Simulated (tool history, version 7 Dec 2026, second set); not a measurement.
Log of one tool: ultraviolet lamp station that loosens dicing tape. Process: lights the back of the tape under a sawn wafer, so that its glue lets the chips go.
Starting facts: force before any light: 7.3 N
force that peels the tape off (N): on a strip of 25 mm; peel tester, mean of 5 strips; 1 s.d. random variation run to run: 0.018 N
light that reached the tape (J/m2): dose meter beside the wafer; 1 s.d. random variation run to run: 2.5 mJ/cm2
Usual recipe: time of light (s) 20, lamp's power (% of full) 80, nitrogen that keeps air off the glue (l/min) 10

| run | hour | time of light (s) | lamp's power (% of full) | nitrogen that keeps air off the glue (l/min) | force that peels the tape off (N) | light that reached the tape (J/m2) |
|---|---|---|---|---|---|---|
| 1 | 0.0 | 20 | 80 | 10 | 0.873 | 3130 |
| 2 | 19.9 | 20 | 80 | 10 | 0.882 | 3160 |
| 3 | 43.7 | 20 | 80 | 9 | 0.914 | 3120 |
| 4 | 58.0 | 20 | 80 | 9 | 0.918 | 3130 |
| 5 | 78.2 | 20 | 80 | 9 | 0.927 | 3140 |
| 6 | 97.3 | 20 | 80 | 9 | 0.932 | 3100 |
| 7 | 111.7 | 20 | 80 | 10 | 0.871 | 3130 |
| 8 | 131.5 | 20 | 80 | 13 | 0.768 | 3150 |
| 9 | 148.9 | 20 | 83 | 10 | 0.796 | 3240 |
| 10 | 163.1 | 20 | 83 | 10 | 0.786 | 3260 |
| 11 | 180.5 | 20 | 83 | 10 | 0.794 | 3260 |
| 12 | 202.7 | 20 | 63 | 10 | 1.361 | 2460 |
| 13 | 214.2 | 20 | 63 | 10 | 1.363 | 2450 |
| 14 | 231.4 | 20 | 63 | 10 | 1.328 | 2460 |
| 15 | 252.5 | 20 | 63 | 10 | 1.338 | 2460 |
| 16 | 264.5 | 20 | 63 | 10 | 1.373 | 2470 |
| 17 | 283.2 | 20 | 80 | 10 | 0.887 | 3150 |
| 18 | 305.4 | 20 | 80 | 10 | 0.891 | 3130 |
| 19 | 330.2 | 20 | 80 | 10 | 0.884 | 3130 |
| 20 | 345.0 | 20 | 80 | 10 | 0.876 | 3140 |
| 21 | 366.2 | 20 | 80 | 10 | 0.870 | 3160 |
| 22 | 389.6 | 38 | 67 | 15 | 0.245 | 5020 |
| 23 | 404.3 | 38 | 67 | 15 | 0.253 | 5040 |
| 24 | 416.9 | 38 | 67 | 15 | 0.236 | 5020 |
| 25 | 432.1 | 38 | 67 | 15 | 0.239 | 5030 |
| 26 | 448.3 | 38 | 67 | 15 | 0.247 | 5000 |
| 27 | 459.3 | 38 | 67 | 15 | 0.238 | 4980 |
| 28 | 474.9 | 20 | 80 | 16 | 0.673 | 3120 |
| 29 | 488.0 | 14 | 80 | 17 | 1.332 | 2190 |
| 30 | 513.1 | 35 | 80 | 12 | 0.225 | 5540 |
| 31 | 532.6 | 37 | 80 | 7 | 0.279 | 5850 |
| 32 | 558.1 | 37 | 68 | 15 | 0.247 | 4950 |
| 33 | 577.3 | 27 | 80 | 3 | 0.994 | 4250 |
| 34 | 592.2 | 20 | 99 | 10 | 0.553 | 3890 |
| 35 | 609.8 | 20 | 99 | 10 | 0.585 | 3940 |
| 36 | 627.7 | 20 | 61 | 12 | 1.246 | 2390 |
| 37 | 642.5 | 12 | 76 | 10 | 2.091 | 1820 |
| 38 | 661.0 | 35 | 65 | 11 | 0.370 | 4460 |
| 39 | 678.1 | 11 | 80 | 10 | 2.217 | 1730 |
| 40 | 693.9 | 20 | 89 | 8 | 0.806 | 3510 |

Run 41 has not been measured yet. What should we expect?
| 41 | 708.6 | 20 | 63 | 9 | ? | ? |

Run 41 measured force that peels the tape off (N) 1.480, light that reached the tape (J/m2) 2500.
Minus the tool's unlogged condition, the same run would have read force that peels the tape off (N) 1.475, light that reached the tape (J/m2) 2510.

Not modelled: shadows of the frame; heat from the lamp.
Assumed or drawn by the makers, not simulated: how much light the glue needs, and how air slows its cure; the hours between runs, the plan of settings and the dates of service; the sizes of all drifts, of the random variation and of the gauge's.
